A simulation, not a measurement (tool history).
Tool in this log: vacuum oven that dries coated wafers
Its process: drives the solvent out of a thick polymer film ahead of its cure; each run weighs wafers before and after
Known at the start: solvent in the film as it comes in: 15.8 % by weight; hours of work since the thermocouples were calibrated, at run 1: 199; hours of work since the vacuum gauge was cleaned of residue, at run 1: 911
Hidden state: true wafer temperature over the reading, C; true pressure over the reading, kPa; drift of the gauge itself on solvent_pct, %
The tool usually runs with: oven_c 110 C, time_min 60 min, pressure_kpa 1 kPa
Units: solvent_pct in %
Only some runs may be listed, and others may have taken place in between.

run	hour	oven_c	time_min	pressure_kpa	hours of work since the thermocouples were calibrated	hours of work since the vacuum gauge was cleaned of residue	solvent_pct
1	0	110	60	1	199	911	2.01
2	40.8	110	60	1	230	942	2.09
3	59.2	110	60	1	244	956	2.11
4	87	110	60	1	265	977	2.14
5	124.5	110	32	1	293	1005	3.75
6	143.8	110	60	1	308	1020	2.06
# hour 151.9: vacuum gauge cleaned of residue and calibrated
7	168.7	110	60	1	326	13	1.73
8	207	110	60	0.57	355	42	1.3
9	230.4	110	60	1.11	372	59	1.82
10	249.3	110	60	1.11	387	74	2.01
11	288.8	102	60	1	417	104	3.73
# hour 292.6: oven's thermocouples calibrated
12	323.2	110	81	1	23	128	1.49
13	351.1	115	60	1.22	44	149	1.59
14	371.3	101	68	1.22	60	165	4.04
# hour 401.6: oven's thermocouples calibrated, once more
15	413.7	101	68	1.22	9	195	3.62
16	447.2	101	68	1.1	35	221	3.66
17	466.3	122	48	0.78	49	235	0.74
18	502.7	110	60	3.39	77	263	4.57
19	540.9	116	42	0.94	106	292	1.53
20	562.1	116	42	0.94	122	308	1.38
21	603.3	116	42	0.94	153	339	1.57
22	636.5	115	99	2.69	178	364	2.75
23	664.4	119	61	1	199	385	1.07

What if the next run were any one of these 5? Each begins from the tool's condition after run 23:
A	688.5	96	68	0.53	217	404	?
B	688.5	113	60	2.28	217	404	?
C	688.5	99	61	1	217	404	?
D	688.5	105	58	2.73	217	404	?
E	688.5	116	49	3.53	217	404	?

run	solvent_pct
A	4.44
B	2.8
C	4.61
D	5.14
E	3.66
With no hidden state in the tool, these same runs would have given:
run	solvent_pct
A	4.21
B	2.66
C	4.39
D	4.94
E	3.52

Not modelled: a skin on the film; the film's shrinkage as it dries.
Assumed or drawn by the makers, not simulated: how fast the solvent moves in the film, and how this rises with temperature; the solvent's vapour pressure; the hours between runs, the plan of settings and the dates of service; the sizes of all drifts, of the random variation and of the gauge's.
